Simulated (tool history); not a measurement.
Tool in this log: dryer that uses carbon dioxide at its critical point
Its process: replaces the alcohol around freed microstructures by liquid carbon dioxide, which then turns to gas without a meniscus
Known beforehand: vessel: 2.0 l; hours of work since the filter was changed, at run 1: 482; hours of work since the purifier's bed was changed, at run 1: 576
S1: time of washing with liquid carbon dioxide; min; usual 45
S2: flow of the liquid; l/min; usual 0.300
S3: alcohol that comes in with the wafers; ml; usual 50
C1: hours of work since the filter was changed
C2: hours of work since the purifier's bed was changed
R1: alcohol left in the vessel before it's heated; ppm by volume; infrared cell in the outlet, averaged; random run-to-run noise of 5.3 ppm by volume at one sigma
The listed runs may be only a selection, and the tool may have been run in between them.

run	hour	S1	S2	S3	C1	C2	R1
1	0.0	45	0.300	50	482	576	239
2	26.5	45	0.300	50	500	594	238
3	48.5	45	0.300	50	516	610	250
4	64.0	45	0.300	39	527	621	199
5	81.9	45	0.300	39	539	633	210
6	96.6	45	0.300	39	550	644	221
7	107.6	45	0.300	50	557	651	251
8	123.1	45	0.300	50	568	662	265
# hour 131.0: inlet filter changed
9	142.8	45	0.300	50	8	675	195
10	156.6	45	0.300	50	18	685	198
11	181.0	45	0.300	50	35	702	194
12	208.1	45	0.300	50	54	721	207
13	221.2	65	0.300	50	63	730	99
14	234.8	45	0.300	50	73	740	219
15	246.4	45	0.300	72	81	748	272
16	259.7	45	0.300	50	90	758	207
17	281.4	45	0.300	50	106	773	216
18	298.4	45	0.300	50	118	785	207
19	317.8	45	0.300	50	131	798	228
20	334.0	27	0.300	50	143	810	1166
21	355.4	28	0.300	50	158	825	1068
22	372.9	28	0.300	50	170	837	1042
23	390.2	28	0.300	50	182	849	1099
24	412.3	45	0.300	50	198	865	237
25	434.4	45	0.209	119	213	880	1688
26	457.6	34	0.203	40	229	897	1526
27	482.1	34	0.430	40	247	914	180
28	504.5	49	0.388	65	262	929	132
29	515.8	27	0.343	65	270	937	1065
30	527.8	27	0.399	53	279	946	557
31	552.7	71	0.244	98	296	963	171
32	575.1	41	0.425	61	312	979	164
33	593.6	47	0.300	45	325	992	227
34	616.9	47	0.300	45	341	1008	224
35	631.8	47	0.300	45	352	1019	222
36	647.6	30	0.195	22	363	1030	1326
37	674.2	48	0.350	56	382	1049	181
38	689.6	45	0.281	43	392	1060	304
39	710.8	28	0.205	104	407	1074	6124
40	724.1	34	0.183	33	417	1084	1710
# hour 728.5: purifier's bed changed
41	742.3	34	0.290	33	427	10	450
42	766.3	33	0.290	61	444	27	890
43	791.7	33	0.290	61	462	44	896
44	804.8	49	0.300	67	471	54	157
45	829.2	49	0.409	46	488	71	26
46	842.0	49	0.409	46	497	80	40
47	865.7	49	0.409	46	514	96	36

For each run, the measured value with the value that run would have given without the tool's hidden condition subtracted. The run-to-run variation is shared by both, the gauge scatter possibly not:
Unlogged tool condition in this case: flow that reaches the vessel past the clogged filter, %; alcohol in the recycled carbon dioxide, ppm; drift of the gauge itself on alcohol_ppm, %.
run	R1
1	+116
2	+120
3	+124
4	+110
5	+117
6	+119
7	+133
8	+137
9	+77
10	+79
11	+82
12	+87
13	+78
14	+95
15	+99
16	+96
17	+98
18	+98
19	+105
20	+175
21	+180
22	+183
23	+197
24	+117
25	+304
26	+246
27	+117
28	+108
29	+247
30	+182
31	+123
32	+122
33	+141
34	+136
35	+142
36	+267
37	+134
38	+162
39	+946
40	+359
41	+103
42	+208
43	+216
44	+57
45	+16
46	+17
47	+20

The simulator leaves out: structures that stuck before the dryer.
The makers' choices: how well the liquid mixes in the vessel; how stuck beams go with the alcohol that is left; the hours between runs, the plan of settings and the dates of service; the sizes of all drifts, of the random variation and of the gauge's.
